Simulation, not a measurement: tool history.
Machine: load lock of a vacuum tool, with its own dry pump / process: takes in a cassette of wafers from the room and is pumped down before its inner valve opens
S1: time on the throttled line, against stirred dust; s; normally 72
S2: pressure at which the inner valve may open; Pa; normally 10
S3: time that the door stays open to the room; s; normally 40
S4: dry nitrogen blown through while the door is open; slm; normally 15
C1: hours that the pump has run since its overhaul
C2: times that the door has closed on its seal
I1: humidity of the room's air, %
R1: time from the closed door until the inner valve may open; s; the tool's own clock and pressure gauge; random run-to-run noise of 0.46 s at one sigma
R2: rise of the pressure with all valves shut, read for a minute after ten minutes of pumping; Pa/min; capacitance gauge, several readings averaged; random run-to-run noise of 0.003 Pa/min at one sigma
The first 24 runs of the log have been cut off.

run    hour   S1  S2   S3  S4    C1     C2    I1     R1     R2
 25  7549.8   73  10   27  12  4752  26343  45.5  138.1  0.455
 26  7774.4   73  10   27  12  4977  27107  42.9  138.1  0.476
 27  8000.4  131   7   40  26  5203  27876  42.5  188.9  0.506
 28  8288.1  131   7   40  26  5490  28855  44.9  190.2  0.535
 29  8701.9  131   7   40   7  5904  30263  48.6  187.7  0.579
 30  8977.5  131   7   40   7  6180  31201  44.7  189.3  0.628
 31  9170.0   72  10   86  15  6372  31856  43.8  138.7  0.634
 32  9476.3   80  10  222  34  6679  32898  44.7  145.2  0.682

Here are 3 independent what-if runs from the current tool condition. What would each one return?
  A  9721.8  111  10  222  34  6924  33733  46.3   ?   ?
  B  9721.8  140   9  222  34  6924  33733  44.3   ?   ?
  C  9721.8   37  10  222  34  6924  33733  46.2   ?   ?

run     R1     R2
  A  169.4  0.702
  B  193.3  0.700
  C  110.5  0.703
Without the tool's unlogged condition, the same runs would have read:
run     R1     R2
  A  167.3  0.030
  B  191.5  0.030
  C  108.0  0.033
